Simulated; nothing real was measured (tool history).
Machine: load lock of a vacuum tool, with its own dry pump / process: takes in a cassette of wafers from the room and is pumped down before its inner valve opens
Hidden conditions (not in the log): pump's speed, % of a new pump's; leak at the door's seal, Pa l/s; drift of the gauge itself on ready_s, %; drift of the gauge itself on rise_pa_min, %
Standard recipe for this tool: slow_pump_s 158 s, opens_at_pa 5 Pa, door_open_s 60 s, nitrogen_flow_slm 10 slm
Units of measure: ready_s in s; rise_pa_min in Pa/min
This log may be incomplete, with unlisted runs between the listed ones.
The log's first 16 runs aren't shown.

run      day  slow_pump_s  opens_at_pa  door_open_s  nitrogen_flow_slm  hours that the pump has run since its overhaul  times that the door has closed on its seal  incoming humidity of the room's air, %  ready_s  rise_pa_min
 17  234.892          158            5           60                  9                                            9446                                        9768                                    43.3    214.1        0.073
 18  251.438          158            5           60                 16                                            9843                                       11083                                    40.3    213.7        0.064
 19  264.612          158            5           60                 38                                           10159                                       12130                                    45.6    213.2        0.068
 20  282.696          293            6           37                 26                                           10593                                       13567                                    47.8    335.8         0.07
 21  299.271          293            6           37                 26                                           10991                                       14884                                    46.5    334.6        0.078
 22  310.517          116            7           60                 10                                           11261                                       15778                                    42.7      174        0.109
 23  323.696          116            7           60                 10                                           11577                                       16825                                    49.3    173.5        0.119
 24  335.621          128            5           60                  6                                           11863                                       17773                                    44.4    187.8        0.129
 25  350.512          295            5           50                  5                                           12221                                       18956                                    42.8    336.3        0.132
 26  367.917          295            5           50                  5                                           12638                                       20339                                      44    338.6        0.142
 27  378.604          300           10          154                 10                                           12895                                       21188                                    45.5    336.3        0.174
 28  392.212          158            8          104                 14                                           13221                                       22270                                    42.6    210.7        0.161
 29    406.5          158            5           66                 10                                           13564                                       23405                                    43.9    214.7        0.167
 30  414.258          158            5           42                  5                                           13751                                       24021                                    45.1    214.8         0.18
 31  422.633          158            5           42                  5                                           13952                                       24687                                      48    216.2        0.185
 32  431.396           89            8           42                  5                                           14162                                       25383                                    46.4      150        0.192
 33  445.554           89            8           42                  5                                           14502                                       26508                                    45.9    149.8          0.2
 34  454.729          233            8           42                  5                                           14722                                       27237                                    45.4    279.9        0.213
 35  472.654          146            5           60                 10                                           15152                                       28662                                    51.4    205.4        0.229

Run 36 comes next. What will it give?
 36  487.538          158            5           36                 10                                           15509                                       29844                                    45.1        ?            ?

{"run 36": {"ready_s": 215.6, "rise_pa_min": 0.227}}
With no hidden state in the tool, this same run would have given ready_s 208.9 s, rise_pa_min 0.028 Pa/min.

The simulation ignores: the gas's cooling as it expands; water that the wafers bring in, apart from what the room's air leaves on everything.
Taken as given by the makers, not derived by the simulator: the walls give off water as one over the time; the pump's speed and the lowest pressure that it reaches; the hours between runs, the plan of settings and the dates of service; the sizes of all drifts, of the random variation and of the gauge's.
